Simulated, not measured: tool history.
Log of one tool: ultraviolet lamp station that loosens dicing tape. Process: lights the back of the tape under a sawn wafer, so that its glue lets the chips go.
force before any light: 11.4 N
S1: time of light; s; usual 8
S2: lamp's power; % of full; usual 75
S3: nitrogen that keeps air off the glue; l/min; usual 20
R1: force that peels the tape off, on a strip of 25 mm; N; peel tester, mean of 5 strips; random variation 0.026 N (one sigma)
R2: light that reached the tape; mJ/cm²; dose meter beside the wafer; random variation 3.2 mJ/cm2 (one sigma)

run,hour,S1,S2,S3,R1,R2
1,0,8,75,20,2.02,381
2,24.5,8,75,20,2.009,378
3,47.3,8,75,20,2.066,371
4,63.9,8,75,20,2.071,371
5,78.1,8,75,20,2.257,363
6,90.4,8,78,20,2.001,378
7,108.3,9,75,20,1.834,405
8,126,8,75,20,2.219,355
9,153.2,8,75,20,2.253,351
# hour 162.8: window cleaned of glue's vapour
10,166.7,8,75,20,1.988,374
11,195.2,8,75,20,2.092,369
12,222.3,8,75,20,2.223,362
13,234.4,8,75,20,2.197,360
14,249.8,8,75,20,2.246,357
15,277.4,8,65,20,2.887,307
16,292.6,8,65,20,2.898,309
17,310.7,8,63,20,3.016,297
18,332.6,12,63,20,1.581,435
19,352.8,8,71,20,2.734,320
20,380.4,5,61,10,5.904,176
21,404.9,8,75,34,2.141,337
22,417.4,8,81,34,1.932,357
23,431,8,81,34,1.927,355
24,447,8,81,34,1.957,345
# hour 453.1: window cleaned of glue's vapour
25,467.5,12,92,30,0.584,624
26,488.3,12,92,30,0.577,620
27,506.3,4,77,38,4.599,170
28,531,8,75,14,2.899,328
29,551.8,8,75,14,2.871,329
30,577.3,13,88,20,0.746,605
31,598.3,13,88,20,0.8,603
32,612.6,8,61,8,4.495,260
33,625.4,8,61,8,4.638,253
34,639.9,8,89,26,2.01,367
35,652.8,6,62,9,5.424,191
36,673,14,65,20,1.414,461
37,688.5,10,65,28,2.288,332

Forecast each of these 5 alternatives for the next run:
A,702.3,12,65,28,?,?
B,702.3,8,75,10,?,?
C,702.3,10,60,6,?,?
D,702.3,7,69,8,?,?
E,702.3,4,74,28,?,?

run,R1,R2
A,1.793,391
B,3.548,304
C,4.252,299
D,4.755,237
E,5.389,148
Without the tool's hidden state the same runs would have given:
run,R1,R2
A,0.601,637
B,1.748,493
C,2.291,488
D,2.767,388
E,3.427,241
